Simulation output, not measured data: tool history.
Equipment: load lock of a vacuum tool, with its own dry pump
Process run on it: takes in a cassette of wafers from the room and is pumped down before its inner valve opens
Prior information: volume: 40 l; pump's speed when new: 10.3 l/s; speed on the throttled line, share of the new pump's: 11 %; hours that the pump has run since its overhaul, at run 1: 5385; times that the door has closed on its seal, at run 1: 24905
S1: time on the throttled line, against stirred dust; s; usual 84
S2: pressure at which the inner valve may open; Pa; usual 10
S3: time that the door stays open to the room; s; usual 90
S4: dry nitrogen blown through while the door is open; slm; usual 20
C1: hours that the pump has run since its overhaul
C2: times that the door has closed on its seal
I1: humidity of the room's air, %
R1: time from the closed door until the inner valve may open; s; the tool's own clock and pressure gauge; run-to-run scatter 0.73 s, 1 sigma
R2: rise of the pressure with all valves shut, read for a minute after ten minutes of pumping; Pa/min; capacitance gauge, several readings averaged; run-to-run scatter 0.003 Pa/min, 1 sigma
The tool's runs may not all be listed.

| run | hour | S1 | S2 | S3 | S4 | C1 | C2 | I1 | R1 | R2 |
|---|---|---|---|---|---|---|---|---|---|---|
| 1 | 0.0 | 84 | 10 | 90 | 20 | 5385 | 24905 | 47.3 | 113.4 | 0.128 |
| 2 | 93.0 | 84 | 10 | 90 | 20 | 5479 | 25210 | 44.4 | 112.2 | 0.133 |
| 3 | 211.8 | 84 | 10 | 90 | 5 | 5597 | 25598 | 48.3 | 113.4 | 0.154 |
| 4 | 281.4 | 84 | 10 | 90 | 20 | 5667 | 25826 | 46.8 | 111.7 | 0.131 |
| 5 | 390.1 | 84 | 10 | 90 | 20 | 5776 | 26181 | 44.6 | 113.0 | 0.137 |
| 6 | 486.7 | 84 | 10 | 90 | 20 | 5872 | 26497 | 47.8 | 112.7 | 0.139 |
| 7 | 583.1 | 84 | 10 | 90 | 20 | 5969 | 26813 | 43.6 | 114.9 | 0.134 |
| 8 | 728.1 | 53 | 10 | 90 | 20 | 6114 | 27287 | 47.1 | 85.9 | 0.138 |
| 9 | 872.8 | 84 | 10 | 90 | 20 | 6258 | 27760 | 43.9 | 113.3 | 0.143 |
| 10 | 985.3 | 84 | 10 | 80 | 20 | 6371 | 28128 | 46.7 | 112.7 | 0.146 |
| 11 | 1064.3 | 84 | 10 | 80 | 20 | 6450 | 28387 | 45.7 | 113.8 | 0.144 |
| 12 | 1164.0 | 84 | 10 | 90 | 25 | 6550 | 28713 | 43.2 | 113.1 | 0.132 |
| 13 | 1310.0 | 84 | 15 | 90 | 25 | 6695 | 29191 | 43.1 | 110.9 | 0.146 |
| 14 | 1388.6 | 102 | 11 | 90 | 25 | 6774 | 29448 | 47.3 | 128.2 | 0.145 |
| 15 | 1518.0 | 90 | 11 | 90 | 25 | 6904 | 29871 | 46.0 | 117.6 | 0.143 |
| 16 | 1617.4 | 90 | 11 | 90 | 31 | 7003 | 30196 | 44.9 | 117.3 | 0.148 |
| 17 | 1741.9 | 97 | 7 | 90 | 20 | 7127 | 30603 | 45.0 | 127.3 | 0.152 |
| 18 | 1865.3 | 86 | 10 | 90 | 7 | 7251 | 31007 | 44.7 | 115.2 | 0.172 |
| 19 | 1989.7 | 86 | 9 | 90 | 13 | 7375 | 31414 | 46.0 | 116.3 | 0.174 |
| 20 | 2097.0 | 86 | 9 | 90 | 13 | 7482 | 31765 | 41.3 | 116.0 | 0.170 |
| 21 | 2219.1 | 74 | 10 | 61 | 6 | 7605 | 32164 | 45.9 | 105.1 | 0.179 |
| 22 | 2356.1 | 153 | 16 | 90 | 20 | 7742 | 32613 | 41.9 | 171.2 | 0.161 |
| 23 | 2470.8 | 113 | 9 | 90 | 20 | 7856 | 32988 | 44.7 | 139.7 | 0.169 |

Same runs, no hidden state in the tool, same run-to-run variation:
The hidden state here: pump's speed, % of a new pump's; leak at the door's seal, Pa l/s; drift of the gauge itself on ready_s, %; drift of the gauge itself on rise_pa_min, %.
| run | R1 | R2 |
|---|---|---|
| 1 | 110.8 | 0.051 |
| 2 | 109.7 | 0.055 |
| 3 | 110.8 | 0.075 |
| 4 | 109.1 | 0.051 |
| 5 | 110.3 | 0.054 |
| 6 | 110.0 | 0.054 |
| 7 | 112.1 | 0.047 |
| 8 | 82.7 | 0.050 |
| 9 | 110.4 | 0.053 |
| 10 | 109.7 | 0.053 |
| 11 | 110.8 | 0.052 |
| 12 | 110.1 | 0.039 |
| 13 | 108.1 | 0.051 |
| 14 | 125.4 | 0.046 |
| 15 | 114.5 | 0.043 |
| 16 | 114.2 | 0.046 |
| 17 | 123.9 | 0.050 |
| 18 | 111.9 | 0.066 |
| 19 | 112.9 | 0.064 |
| 20 | 112.6 | 0.058 |
| 21 | 101.4 | 0.067 |
| 22 | 169.0 | 0.047 |
| 23 | 136.6 | 0.053 |
